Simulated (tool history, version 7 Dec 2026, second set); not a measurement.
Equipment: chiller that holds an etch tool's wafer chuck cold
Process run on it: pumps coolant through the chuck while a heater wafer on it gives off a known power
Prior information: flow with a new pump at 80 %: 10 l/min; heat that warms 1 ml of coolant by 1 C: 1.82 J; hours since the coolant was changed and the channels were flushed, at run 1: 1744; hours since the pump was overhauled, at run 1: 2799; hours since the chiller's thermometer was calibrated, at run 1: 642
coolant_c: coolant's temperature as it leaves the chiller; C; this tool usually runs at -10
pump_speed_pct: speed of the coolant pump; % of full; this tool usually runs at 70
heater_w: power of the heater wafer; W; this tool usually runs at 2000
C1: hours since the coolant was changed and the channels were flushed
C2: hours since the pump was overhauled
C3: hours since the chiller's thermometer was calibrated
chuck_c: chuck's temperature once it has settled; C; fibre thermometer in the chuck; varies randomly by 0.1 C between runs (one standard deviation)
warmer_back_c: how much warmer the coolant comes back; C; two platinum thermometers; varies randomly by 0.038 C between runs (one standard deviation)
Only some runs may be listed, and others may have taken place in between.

Run 1, hour 0: usual settings; C1 1744; C2 2799; C3 642. Result: chuck_c 8.3 C, warmer_back_c 7.61 C.
Run 2, hour 137.8: usual settings; C1 1882; C2 2936; C3 780. Result: chuck_c 8.4 C, warmer_back_c 7.63 C.
Run 3, hour 344.5: usual settings; C1 2089; C2 3143; C3 987. Result: chuck_c 8.3 C, warmer_back_c 7.61 C.
Run 4, hour 469.6: usual settings; C1 2214; C2 3268; C3 1112. Result: chuck_c 8.4 C, warmer_back_c 7.67 C.
Run 5, hour 598.1: usual settings but heater_w 1361 W; C1 2342; C2 3397; C3 1240. Result: chuck_c 2.5 C, warmer_back_c 5.19 C.
Run 6, hour 770.2: usual settings; C1 2514; C2 3569; C3 1412. Result: chuck_c 8.4 C, warmer_back_c 7.57 C.
Run 7, hour 885: usual settings; C1 2629; C2 3684; C3 1527. Result: chuck_c 8.4 C, warmer_back_c 7.53 C.
Run 8, hour 1049.7: usual settings but coolant_c -19 C; C1 2794; C2 3848; C3 1692. Result: chuck_c -0.5 C, warmer_back_c 7.57 C.
Run 9, hour 1233.7: usual settings but coolant_c -3 C; C1 2978; C2 4032; C3 1876. Result: chuck_c 15.4 C, warmer_back_c 7.56 C.
Run 10, hour 1364.6: usual settings but pump_speed_pct 63 % of full; C1 3109; C2 4163; C3 2007. Result: chuck_c 9.9 C, warmer_back_c 8.45 C.
Run 11, hour 1562.8: usual settings but coolant_c -14 C, pump_speed_pct 63 % of full; C1 3307; C2 4361; C3 2205. Result: chuck_c 5.8 C, warmer_back_c 8.51 C.
Run 12, hour 1673.1: usual settings but coolant_c -11 C; C1 3417; C2 4472; C3 2315. Result: chuck_c 7.3 C, warmer_back_c 7.43 C.
Run 13, hour 1810.2: usual settings but coolant_c -11 C; C1 3554; C2 4609; C3 2452. Result: chuck_c 7.4 C, warmer_back_c 7.45 C.
At hour 1834.8: coolant pump overhauled.
Run 14, hour 1995.5: usual settings but coolant_c -12 C, heater_w 1611 W; C1 3735; C2 161; C3 2633. Result: chuck_c 2.8 C, warmer_back_c 5.99 C.
At hour 2109.2: chiller's thermometer calibrated.
Run 15, hour 2143.6: usual settings but coolant_c -14 C, heater_w 1364 W; C1 3882; C2 308; C3 34. Result: chuck_c -1.5 C, warmer_back_c 5.06 C.
Run 16, hour 2291: usual settings but coolant_c -14 C, heater_w 1364 W; C1 4029; C2 455; C3 182. Result: chuck_c -1.5 C, warmer_back_c 5.07 C.
Run 17, hour 2445.4: usual settings but coolant_c 0 C, heater_w 1364 W; C1 4183; C2 610; C3 336. Result: chuck_c 12.7 C, warmer_back_c 4.98 C.
Run 18, hour 2612.3: usual settings but coolant_c -1 C, pump_speed_pct 94 % of full, heater_w 1517 W; C1 4350; C2 776; C3 503. Result: chuck_c 10.3 C, warmer_back_c 3.93 C.
Run 19, hour 2783: usual settings but coolant_c -1 C, pump_speed_pct 94 % of full, heater_w 1517 W; C1 4521; C2 947; C3 674. Result: chuck_c 10.2 C, warmer_back_c 3.99 C.
Run 20, hour 2903: usual settings but coolant_c -1 C, pump_speed_pct 94 % of full, heater_w 1517 W; C1 4641; C2 1067; C3 794. Result: chuck_c 10.4 C, warmer_back_c 3.9 C.
Run 21, hour 2996.3: usual settings but coolant_c -6 C, pump_speed_pct 87 % of full, heater_w 1361 W; C1 4734; C2 1160; C3 887. Result: chuck_c 4.6 C, warmer_back_c 3.81 C.
Run 22, hour 3122.6: usual settings but coolant_c -13 C, pump_speed_pct 75 % of full, heater_w 2893 W; C1 4861; C2 1287; C3 1013. Result: chuck_c 12.2 C, warmer_back_c 9.91 C.
Run 23, hour 3261.4: usual settings but coolant_c -13 C, pump_speed_pct 75 % of full, heater_w 2893 W; C1 5000; C2 1426; C3 1152. Result: chuck_c 12.4 C, warmer_back_c 9.99 C.
Run 24, hour 3476.3: usual settings but coolant_c -4 C, heater_w 1434 W; C1 5214; C2 1641; C3 1367. Result: chuck_c 9.4 C, warmer_back_c 5.07 C.
At hour 3572.5: coolant changed, channels flushed.
Run 25, hour 3686.6: usual settings but coolant_c -4 C, heater_w 1159 W; C1 114; C2 1845; C3 1571. Result: chuck_c 6.7 C, warmer_back_c 4.11 C.

3 ways to go on from here, each from the tool as it stands after run 25. What would each give?
Run A, hour 3800.1: usual settings but coolant_c -4 C, pump_speed_pct 61 % of full, heater_w 1785 W; C1 228; C2 1958; C3 1685. Result: chuck_c ?, warmer_back_c ?.
Run B, hour 3800.1: usual settings but coolant_c -19 C, pump_speed_pct 99 % of full, heater_w 1637 W; C1 228; C2 1958; C3 1685. Result: chuck_c ?, warmer_back_c ?.
Run C, hour 3800.1: usual settings but pump_speed_pct 71 % of full, heater_w 2109 W; C1 228; C2 1958; C3 1685. Result: chuck_c ?, warmer_back_c ?.

run  chuck_c  warmer_back_c
  A     14.2           7.58
  B     -7.3           3.97
  C      9.1           7.74
Without the tool's unlogged condition, the same runs would have read:
run  chuck_c  warmer_back_c
  A     14.2           7.91
  B     -7.3            4.3
  C      9.1           8.06
